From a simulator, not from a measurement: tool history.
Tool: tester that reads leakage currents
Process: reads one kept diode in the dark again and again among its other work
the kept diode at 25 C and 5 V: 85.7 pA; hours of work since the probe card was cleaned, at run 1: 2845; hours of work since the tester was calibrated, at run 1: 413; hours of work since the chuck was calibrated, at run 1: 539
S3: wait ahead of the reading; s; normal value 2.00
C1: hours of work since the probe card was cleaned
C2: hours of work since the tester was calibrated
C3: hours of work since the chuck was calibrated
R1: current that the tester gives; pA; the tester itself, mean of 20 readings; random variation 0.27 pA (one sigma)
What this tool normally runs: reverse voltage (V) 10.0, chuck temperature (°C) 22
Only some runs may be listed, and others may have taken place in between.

run 1 hour=0.0 | reverse_voltage_(V)=10.0 chuck_temperature_(°C)=22 S3=2.00 | C1=2845 C2=413 C3=539 | R1=89.41
run 2 hour=34.3 | reverse_voltage_(V)=10.0 chuck_temperature_(°C)=22 S3=2.00 | C1=2871 C2=440 C3=566 | R1=89.80
run 3 hour=77.9 | reverse_voltage_(V)=10.0 chuck_temperature_(°C)=22 S3=2.00 | C1=2905 C2=474 C3=600 | R1=89.44
-- hour=100.3 probe card cleaned and baked
run 4 hour=115.9 | reverse_voltage_(V)=10.0 chuck_temperature_(°C)=22 S3=2.00 | C1=12 C2=501 C3=627 | R1=89.38
run 5 hour=150.8 | reverse_voltage_(V)=10.0 chuck_temperature_(°C)=22 S3=2.00 | C1=39 C2=528 C3=654 | R1=89.32
run 6 hour=200.3 | reverse_voltage_(V)=10.0 chuck_temperature_(°C)=22 S3=0.33 | C1=78 C2=566 C3=692 | R1=96.57
run 7 hour=238.1 | reverse_voltage_(V)=3.8 chuck_temperature_(°C)=22 S3=2.00 | C1=107 C2=595 C3=722 | R1=60.39
run 8 hour=262.6 | reverse_voltage_(V)=10.0 chuck_temperature_(°C)=22 S3=1.10 | C1=126 C2=614 C3=741 | R1=90.85
run 9 hour=313.9 | reverse_voltage_(V)=10.0 chuck_temperature_(°C)=22 S3=1.10 | C1=166 C2=654 C3=781 | R1=90.51
run 10 hour=338.8 | reverse_voltage_(V)=10.0 chuck_temperature_(°C)=22 S3=1.10 | C1=185 C2=674 C3=800 | R1=90.57
run 11 hour=366.7 | reverse_voltage_(V)=10.0 chuck_temperature_(°C)=22 S3=2.00 | C1=207 C2=695 C3=822 | R1=89.21
run 12 hour=390.6 | reverse_voltage_(V)=10.0 chuck_temperature_(°C)=22 S3=2.73 | C1=225 C2=714 C3=840 | R1=88.93
run 13 hour=429.2 | reverse_voltage_(V)=10.0 chuck_temperature_(°C)=22 S3=2.73 | C1=255 C2=744 C3=870 | R1=89.72
run 14 hour=481.9 | reverse_voltage_(V)=16.4 chuck_temperature_(°C)=22 S3=2.73 | C1=296 C2=785 C3=911 | R1=109.24
run 15 hour=536.3 | reverse_voltage_(V)=16.4 chuck_temperature_(°C)=22 S3=7.24 | C1=338 C2=827 C3=953 | R1=107.90
run 16 hour=581.0 | reverse_voltage_(V)=16.4 chuck_temperature_(°C)=22 S3=7.24 | C1=373 C2=861 C3=988 | R1=108.43
run 17 hour=614.1 | reverse_voltage_(V)=2.6 chuck_temperature_(°C)=22 S3=2.00 | C1=398 C2=887 C3=1013 | R1=51.92
run 18 hour=663.2 | reverse_voltage_(V)=2.6 chuck_temperature_(°C)=22 S3=2.00 | C1=437 C2=925 C3=1051 | R1=51.91
run 19 hour=716.9 | reverse_voltage_(V)=2.6 chuck_temperature_(°C)=22 S3=2.00 | C1=478 C2=967 C3=1093 | R1=52.16
run 20 hour=753.0 | reverse_voltage_(V)=10.0 chuck_temperature_(°C)=22 S3=2.00 | C1=506 C2=995 C3=1121 | R1=89.45
run 21 hour=806.5 | reverse_voltage_(V)=2.8 chuck_temperature_(°C)=22 S3=0.42 | C1=548 C2=1036 C3=1163 | R1=55.16
run 22 hour=846.3 | reverse_voltage_(V)=1.3 chuck_temperature_(°C)=47 S3=0.42 | C1=579 C2=1067 C3=1194 | R1=270.45
run 23 hour=876.9 | reverse_voltage_(V)=1.2 chuck_temperature_(°C)=22 S3=2.00 | C1=602 C2=1091 C3=1217 | R1=38.09
run 24 hour=905.3 | reverse_voltage_(V)=1.2 chuck_temperature_(°C)=22 S3=2.00 | C1=624 C2=1113 C3=1239 | R1=37.94
run 25 hour=933.0 | reverse_voltage_(V)=10.0 chuck_temperature_(°C)=31 S3=2.00 | C1=646 C2=1134 C3=1261 | R1=184.20
run 26 hour=973.5 | reverse_voltage_(V)=10.0 chuck_temperature_(°C)=31 S3=2.00 | C1=677 C2=1166 C3=1292 | R1=184.72
run 27 hour=1013.7 | reverse_voltage_(V)=10.0 chuck_temperature_(°C)=31 S3=2.00 | C1=708 C2=1197 C3=1323 | R1=184.27
run 28 hour=1045.3 | reverse_voltage_(V)=1.1 chuck_temperature_(°C)=42 S3=0.91 | C1=733 C2=1222 C3=1348 | R1=177.38
run 29 hour=1083.8 | reverse_voltage_(V)=1.1 chuck_temperature_(°C)=42 S3=0.91 | C1=763 C2=1251 C3=1378 | R1=175.75
run 30 hour=1129.6 | reverse_voltage_(V)=1.1 chuck_temperature_(°C)=24 S3=0.91 | C1=798 C2=1287 C3=1413 | R1=43.79
run 31 hour=1165.2 | reverse_voltage_(V)=5.3 chuck_temperature_(°C)=22 S3=2.00 | C1=826 C2=1315 C3=1441 | R1=68.93
run 32 hour=1207.5 | reverse_voltage_(V)=5.8 chuck_temperature_(°C)=22 S3=2.00 | C1=859 C2=1347 C3=1474 | R1=72.16
run 33 hour=1243.2 | reverse_voltage_(V)=5.8 chuck_temperature_(°C)=24 S3=2.00 | C1=886 C2=1375 C3=1501 | R1=84.88
run 34 hour=1268.8 | reverse_voltage_(V)=10.5 chuck_temperature_(°C)=42 S3=9.61 | C1=906 C2=1395 C3=1521 | R1=433.30
run 35 hour=1302.1 | reverse_voltage_(V)=10.5 chuck_temperature_(°C)=42 S3=9.61 | C1=932 C2=1421 C3=1547 | R1=430.56
run 36 hour=1334.1 | reverse_voltage_(V)=10.5 chuck_temperature_(°C)=42 S3=9.61 | C1=957 C2=1445 C3=1572 | R1=432.84
run 37 hour=1373.7 | reverse_voltage_(V)=10.5 chuck_temperature_(°C)=42 S3=9.61 | C1=988 C2=1476 C3=1603 | R1=431.31
run 38 hour=1403.5 | reverse_voltage_(V)=5.0 chuck_temperature_(°C)=22 S3=2.00 | C1=1011 C2=1499 C3=1626 | R1=67.68
run 39 hour=1427.7 | reverse_voltage_(V)=8.7 chuck_temperature_(°C)=30 S3=8.23 | C1=1029 C2=1518 C3=1644 | R1=160.98
run 40 hour=1473.3 | reverse_voltage_(V)=8.7 chuck_temperature_(°C)=30 S3=8.23 | C1=1065 C2=1553 C3=1680 | R1=161.24

Hidden condition of the tool, last listed run before each entry between runs versus first listed run after:
Between runs 3 and 4: probe card cleaned and baked (hour 100.3)
  stray current of the dirty probe card, pA a volt: 0.036 -> 0.02
  measured value less the no-hidden-state value, R1: +0.13 -> -0.03 pA

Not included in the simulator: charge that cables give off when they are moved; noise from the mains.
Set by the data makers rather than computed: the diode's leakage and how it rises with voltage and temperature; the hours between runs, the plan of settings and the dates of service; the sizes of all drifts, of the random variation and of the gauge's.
